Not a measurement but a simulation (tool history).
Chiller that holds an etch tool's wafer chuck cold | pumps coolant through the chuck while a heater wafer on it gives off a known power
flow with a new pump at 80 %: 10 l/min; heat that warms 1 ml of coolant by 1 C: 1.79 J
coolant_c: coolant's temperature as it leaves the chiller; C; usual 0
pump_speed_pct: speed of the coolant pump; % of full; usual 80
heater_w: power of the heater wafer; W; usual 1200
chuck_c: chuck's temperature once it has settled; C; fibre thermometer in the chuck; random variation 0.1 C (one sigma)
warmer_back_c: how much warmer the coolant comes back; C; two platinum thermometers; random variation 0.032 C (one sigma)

Run 1, hour 0.0: usual settings. Result: chuck_c 8.2 C, warmer_back_c 4.03 C.
Run 2, hour 63.4: usual settings. Result: chuck_c 8.1 C, warmer_back_c 4.00 C.
Run 3, hour 113.7: usual settings. Result: chuck_c 8.1 C, warmer_back_c 4.09 C.
Run 4, hour 144.9: usual settings. Result: chuck_c 7.9 C, warmer_back_c 4.03 C.
Run 5, hour 193.3: usual settings but pump_speed_pct 66 % of full. Result: chuck_c 9.1 C, warmer_back_c 4.87 C.
Run 6, hour 223.0: usual settings. Result: chuck_c 7.9 C, warmer_back_c 4.08 C.
Run 7, hour 283.0: usual settings. Result: chuck_c 8.1 C, warmer_back_c 4.09 C.
Run 8, hour 318.8: usual settings. Result: chuck_c 8.1 C, warmer_back_c 4.00 C.
Run 9, hour 364.6: usual settings. Result: chuck_c 8.0 C, warmer_back_c 4.01 C.
Run 10, hour 422.6: usual settings. Result: chuck_c 7.9 C, warmer_back_c 4.06 C.
Run 11, hour 477.9: usual settings. Result: chuck_c 8.2 C, warmer_back_c 4.08 C.
Run 12, hour 512.0: usual settings. Result: chuck_c 8.0 C, warmer_back_c 4.11 C.
Run 13, hour 546.8: usual settings. Result: chuck_c 8.0 C, warmer_back_c 4.13 C.
Run 14, hour 581.4: usual settings but coolant_c -6 C. Result: chuck_c 2.1 C, warmer_back_c 4.16 C.
Run 15, hour 613.4: usual settings but coolant_c -6 C. Result: chuck_c 2.1 C, warmer_back_c 4.09 C.
Run 16, hour 665.0: usual settings but coolant_c -6 C. Result: chuck_c 1.8 C, warmer_back_c 4.13 C.
Run 17, hour 700.6: usual settings but coolant_c -6 C. Result: chuck_c 2.0 C, warmer_back_c 4.15 C.
Run 18, hour 726.3: usual settings but pump_speed_pct 69 % of full. Result: chuck_c 8.8 C, warmer_back_c 4.78 C.
At hour 770.6: chiller's thermometer calibrated.
Run 19, hour 778.5: usual settings but pump_speed_pct 69 % of full. Result: chuck_c 8.8 C, warmer_back_c 4.82 C.
Run 20, hour 815.1: usual settings but pump_speed_pct 69 % of full. Result: chuck_c 8.7 C, warmer_back_c 4.81 C.
Run 21, hour 850.1: usual settings but coolant_c 10 C, pump_speed_pct 82 % of full. Result: chuck_c 17.9 C, warmer_back_c 4.05 C.
Run 22, hour 913.2: usual settings but coolant_c 9 C, pump_speed_pct 94 % of full. Result: chuck_c 16.3 C, warmer_back_c 3.56 C.
Run 23, hour 966.9: usual settings but coolant_c 9 C, pump_speed_pct 94 % of full. Result: chuck_c 16.3 C, warmer_back_c 3.58 C.
Run 24, hour 1005.7: usual settings but pump_speed_pct 94 % of full, heater_w 911 W. Result: chuck_c 5.6 C, warmer_back_c 2.77 C.
Run 25, hour 1041.3: usual settings but pump_speed_pct 94 % of full, heater_w 911 W. Result: chuck_c 5.6 C, warmer_back_c 2.81 C.
Run 26, hour 1066.9: usual settings but pump_speed_pct 94 % of full, heater_w 911 W. Result: chuck_c 5.5 C, warmer_back_c 2.78 C.
Run 27, hour 1101.6: usual settings but pump_speed_pct 94 % of full, heater_w 911 W. Result: chuck_c 5.5 C, warmer_back_c 2.81 C.
Run 28, hour 1149.0: usual settings but pump_speed_pct 94 % of full, heater_w 911 W. Result: chuck_c 5.5 C, warmer_back_c 2.76 C.
Run 29, hour 1200.1: usual settings but pump_speed_pct 94 % of full, heater_w 911 W. Result: chuck_c 5.7 C, warmer_back_c 2.82 C.
Run 30, hour 1255.7: usual settings but pump_speed_pct 94 % of full, heater_w 911 W. Result: chuck_c 5.5 C, warmer_back_c 2.82 C.
Run 31, hour 1316.1: usual settings but pump_speed_pct 94 % of full, heater_w 911 W. Result: chuck_c 5.6 C, warmer_back_c 2.83 C.
Run 32, hour 1348.5: usual settings but pump_speed_pct 94 % of full, heater_w 911 W. Result: chuck_c 5.4 C, warmer_back_c 2.84 C.
Run 33, hour 1378.3: usual settings but coolant_c -5 C, pump_speed_pct 83 % of full. Result: chuck_c 2.8 C, warmer_back_c 4.13 C.

The same runs without the tool's hidden state, with the same run-to-run variation:
The hidden state here: heat passed by the chuck's channels, % of clean ones'; flow at a given pump speed, % of a new pump's; coolant's true temperature over the reading, C; drift of the gauge itself on chuck_c, C; drift of the gauge itself on warmer_back_c, C.
run  warmer_back_c
  1           4.03
  2           3.99
  3           4.07
  4           4.01
  5           4.84
  6           4.04
  7           4.03
  8           3.95
  9           3.94
 10           3.99
 11           4.00
 12           4.02
 13           4.03
 14           4.05
 15           3.99
 16           4.01
 17           4.03
 18           4.65
 19           4.68
 20           4.67
 21           3.91
 22           3.40
 23           3.41
 24           2.59
 25           2.63
 26           2.60
 27           2.62
 28           2.56
 29           2.61
 30           2.60
 31           2.60
 32           2.60
 33           3.89
chuck_c: within 0.1 C of the measured result in every run.
